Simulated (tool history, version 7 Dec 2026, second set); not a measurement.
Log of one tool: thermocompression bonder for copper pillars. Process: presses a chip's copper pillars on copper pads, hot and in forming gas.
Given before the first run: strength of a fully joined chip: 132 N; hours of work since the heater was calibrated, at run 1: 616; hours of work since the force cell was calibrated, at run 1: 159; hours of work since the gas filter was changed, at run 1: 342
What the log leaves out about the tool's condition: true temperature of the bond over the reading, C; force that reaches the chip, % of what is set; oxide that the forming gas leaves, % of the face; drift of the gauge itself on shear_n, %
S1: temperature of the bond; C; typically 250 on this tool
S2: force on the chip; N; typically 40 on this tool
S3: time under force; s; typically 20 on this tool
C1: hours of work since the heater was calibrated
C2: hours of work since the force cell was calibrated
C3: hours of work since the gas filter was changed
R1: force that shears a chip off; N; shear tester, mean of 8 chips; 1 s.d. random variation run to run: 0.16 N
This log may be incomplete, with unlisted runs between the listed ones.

run 1 hour=0 | S1=250 S2=40 S3=20 | C1=616 C2=159 C3=342 | R1=46.7
run 2 hour=10.1 | S1=250 S2=40 S3=20 | C1=624 C2=167 C3=350 | R1=46.5
run 3 hour=20.1 | S1=250 S2=40 S3=47 | C1=631 C2=175 C3=357 | R1=64.2
run 4 hour=31 | S1=250 S2=40 S3=47 | C1=640 C2=183 C3=366 | R1=64.4
run 5 hour=41.9 | S1=250 S2=40 S3=47 | C1=648 C2=192 C3=374 | R1=64.4
-- hour=49 heater calibrated with a thermocouple chip
run 6 hour=51.9 | S1=250 S2=43 S3=47 | C1=2 C2=198 C3=380 | R1=67.1
run 7 hour=65.7 | S1=250 S2=40 S3=20 | C1=13 C2=208 C3=391 | R1=46.4
-- hour=72.6 forming gas filter changed
run 8 hour=72.6 | S1=250 S2=40 S3=20 | C1=18 C2=213 C3=0 | R1=46.6
run 9 hour=78.9 | S1=250 S2=40 S3=10 | C1=23 C2=218 C3=5 | R1=34.9
run 10 hour=91.8 | S1=250 S2=40 S3=10 | C1=33 C2=228 C3=15 | R1=34.9
run 11 hour=102 | S1=250 S2=40 S3=10 | C1=40 C2=236 C3=23 | R1=34.6
run 12 hour=113.8 | S1=250 S2=40 S3=10 | C1=49 C2=245 C3=32 | R1=34.7
run 13 hour=122.8 | S1=250 S2=40 S3=10 | C1=56 C2=252 C3=39 | R1=34.8
run 14 hour=131.4 | S1=250 S2=40 S3=10 | C1=63 C2=259 C3=45 | R1=34.7
run 15 hour=145.1 | S1=222 S2=40 S3=10 | C1=74 C2=269 C3=56 | R1=19.1
run 16 hour=151.9 | S1=250 S2=40 S3=40 | C1=79 C2=274 C3=61 | R1=60.5
run 17 hour=164 | S1=250 S2=43 S3=20 | C1=88 C2=284 C3=70 | R1=49.3
run 18 hour=178.1 | S1=250 S2=43 S3=20 | C1=99 C2=295 C3=81 | R1=49.6
run 19 hour=184.5 | S1=250 S2=43 S3=20 | C1=104 C2=300 C3=86 | R1=49.1
run 20 hour=196.2 | S1=250 S2=43 S3=20 | C1=113 C2=309 C3=95 | R1=49.3
run 21 hour=209.4 | S1=253 S2=37 S3=20 | C1=123 C2=319 C3=105 | R1=45.8
run 22 hour=223.1 | S1=253 S2=37 S3=20 | C1=134 C2=329 C3=116 | R1=45.7
run 23 hour=236.2 | S1=253 S2=37 S3=20 | C1=144 C2=339 C3=126 | R1=45.6
run 24 hour=246.4 | S1=276 S2=27 S3=34 | C1=152 C2=347 C3=134 | R1=62.4
run 25 hour=253 | S1=276 S2=27 S3=34 | C1=157 C2=352 C3=139 | R1=62.8
run 26 hour=265.8 | S1=276 S2=27 S3=34 | C1=166 C2=362 C3=149 | R1=62.3
run 27 hour=277.2 | S1=251 S2=54 S3=20 | C1=175 C2=371 C3=157 | R1=60.2
run 28 hour=284.5 | S1=227 S2=54 S3=20 | C1=181 C2=377 C3=163 | R1=39.1
run 29 hour=297.8 | S1=227 S2=54 S3=20 | C1=191 C2=387 C3=173 | R1=38.9
run 30 hour=304.2 | S1=227 S2=54 S3=20 | C1=196 C2=392 C3=178 | R1=39
run 31 hour=312.6 | S1=250 S2=40 S3=43 | C1=203 C2=398 C3=185 | R1=62.1
run 32 hour=322 | S1=237 S2=32 S3=43 | C1=210 C2=405 C3=192 | R1=41
run 33 hour=330.2 | S1=250 S2=34 S3=42 | C1=216 C2=412 C3=198 | R1=53.9
run 34 hour=338 | S1=238 S2=34 S3=42 | C1=222 C2=418 C3=204 | R1=43.6
run 35 hour=349.7 | S1=248 S2=52 S3=21 | C1=231 C2=427 C3=213 | R1=57.2
run 36 hour=359.8 | S1=248 S2=52 S3=21 | C1=239 C2=434 C3=221 | R1=56.9
run 37 hour=373.3 | S1=248 S2=52 S3=21 | C1=249 C2=445 C3=231 | R1=56.9
run 38 hour=387.2 | S1=248 S2=52 S3=21 | C1=260 C2=456 C3=242 | R1=56.9
run 39 hour=396.8 | S1=224 S2=35 S3=24 | C1=267 C2=463 C3=250 | R1=26.2

Below are 3 alternative next runs, each starting from the tool's condition after run 39. Predict each:
run A hour=410 | S1=250 S2=40 S3=10 | C1=278 C2=473 C3=260 | R1=?
run B hour=410 | S1=258 S2=35 S3=24 | C1=278 C2=473 C3=260 | R1=?
run C hour=410 | S1=250 S2=35 S3=10 | C1=278 C2=473 C3=260 | R1=?

run=A R1=34.8
run=B R1=50.7
run=C R1=30.6
Had the tool no hidden state, the same runs would have come out as:
run=A R1=34.8
run=B R1=50.7
run=C R1=30.6
